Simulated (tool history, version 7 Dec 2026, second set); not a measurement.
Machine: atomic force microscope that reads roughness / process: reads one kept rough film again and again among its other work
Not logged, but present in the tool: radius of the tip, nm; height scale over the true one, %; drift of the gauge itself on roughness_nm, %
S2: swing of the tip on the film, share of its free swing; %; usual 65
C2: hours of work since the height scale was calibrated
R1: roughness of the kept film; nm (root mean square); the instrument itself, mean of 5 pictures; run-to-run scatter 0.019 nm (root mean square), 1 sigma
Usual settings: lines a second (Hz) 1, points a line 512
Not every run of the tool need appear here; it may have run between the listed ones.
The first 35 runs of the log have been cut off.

{"run": 36, "hour": 888.2, "lines a second (Hz)": 3.68, "S2": 65, "points a line": 483, "pictures with this tip": 143, "C2": 1439, "R1": 4.413}
{"run": 37, "hour": 910.7, "lines a second (Hz)": 3.68, "S2": 65, "points a line": 483, "pictures with this tip": 183, "C2": 1457, "R1": 4.397}
{"run": 38, "hour": 927.7, "lines a second (Hz)": 1.42, "S2": 71, "points a line": 433, "pictures with this tip": 213, "C2": 1470, "R1": 4.527}
{"run": 39, "hour": 941.7, "lines a second (Hz)": 1.42, "S2": 71, "points a line": 433, "pictures with this tip": 238, "C2": 1481, "R1": 4.514}
{"run": 40, "hour": 962.5, "lines a second (Hz)": 0.57, "S2": 71, "points a line": 600, "pictures with this tip": 275, "C2": 1498, "R1": 4.619}
{"run": 41, "hour": 985.8, "lines a second (Hz)": 0.84, "S2": 60, "points a line": 512, "pictures with this tip": 317, "C2": 1516, "R1": 4.635}
{"hour": 998.0, "done": "new tip fitted"}
{"run": 42, "hour": 1014.7, "lines a second (Hz)": 1, "S2": 84, "points a line": 512, "pictures with this tip": 30, "C2": 1539, "R1": 4.5}
{"run": 43, "hour": 1036.2, "lines a second (Hz)": 1.58, "S2": 76, "points a line": 512, "pictures with this tip": 68, "C2": 1556, "R1": 4.464}
{"run": 44, "hour": 1065.4, "lines a second (Hz)": 0.59, "S2": 76, "points a line": 533, "pictures with this tip": 120, "C2": 1580, "R1": 4.615}
{"run": 45, "hour": 1086.7, "lines a second (Hz)": 2.65, "S2": 60, "points a line": 512, "pictures with this tip": 158, "C2": 1597, "R1": 4.53}
{"run": 46, "hour": 1102.7, "lines a second (Hz)": 2.65, "S2": 60, "points a line": 512, "pictures with this tip": 187, "C2": 1609, "R1": 4.548}
{"run": 47, "hour": 1133.5, "lines a second (Hz)": 2.65, "S2": 77, "points a line": 599, "pictures with this tip": 242, "C2": 1634, "R1": 4.263}
{"run": 48, "hour": 1166.5, "lines a second (Hz)": 2.52, "S2": 84, "points a line": 412, "pictures with this tip": 301, "C2": 1660, "R1": 4.137}
{"hour": 1185.6, "done": "new tip fitted"}
{"run": 49, "hour": 1199.2, "lines a second (Hz)": 2.52, "S2": 84, "points a line": 412, "pictures with this tip": 24, "C2": 1686, "R1": 4.13}
{"run": 50, "hour": 1218.3, "lines a second (Hz)": 2.52, "S2": 84, "points a line": 412, "pictures with this tip": 59, "C2": 1701, "R1": 4.147}
{"run": 51, "hour": 1233.4, "lines a second (Hz)": 2.52, "S2": 84, "points a line": 412, "pictures with this tip": 86, "C2": 1713, "R1": 4.106}

What if the next run were any one of these 4? Each begins from the tool's condition after run 51:
{"run": "A", "hour": 1249.6, "lines a second (Hz)": 3.46, "S2": 88, "points a line": 512, "pictures with this tip": 114, "C2": 1726, "R1": "?"}
{"run": "B", "hour": 1249.6, "lines a second (Hz)": 1.15, "S2": 84, "points a line": 738, "pictures with this tip": 114, "C2": 1726, "R1": "?"}
{"run": "C", "hour": 1249.6, "lines a second (Hz)": 2.52, "S2": 84, "points a line": 952, "pictures with this tip": 114, "C2": 1726, "R1": "?"}
{"run": "D", "hour": 1249.6, "lines a second (Hz)": 0.86, "S2": 66, "points a line": 335, "pictures with this tip": 114, "C2": 1726, "R1": "?"}

run=A R1=3.84
run=B R1=4.432
run=C R1=4.146
run=D R1=4.59
Stripped of hidden state, with their random variation kept, the same runs would have yielded:
run=A R1=3.846
run=B R1=4.439
run=C R1=4.152
run=D R1=4.597
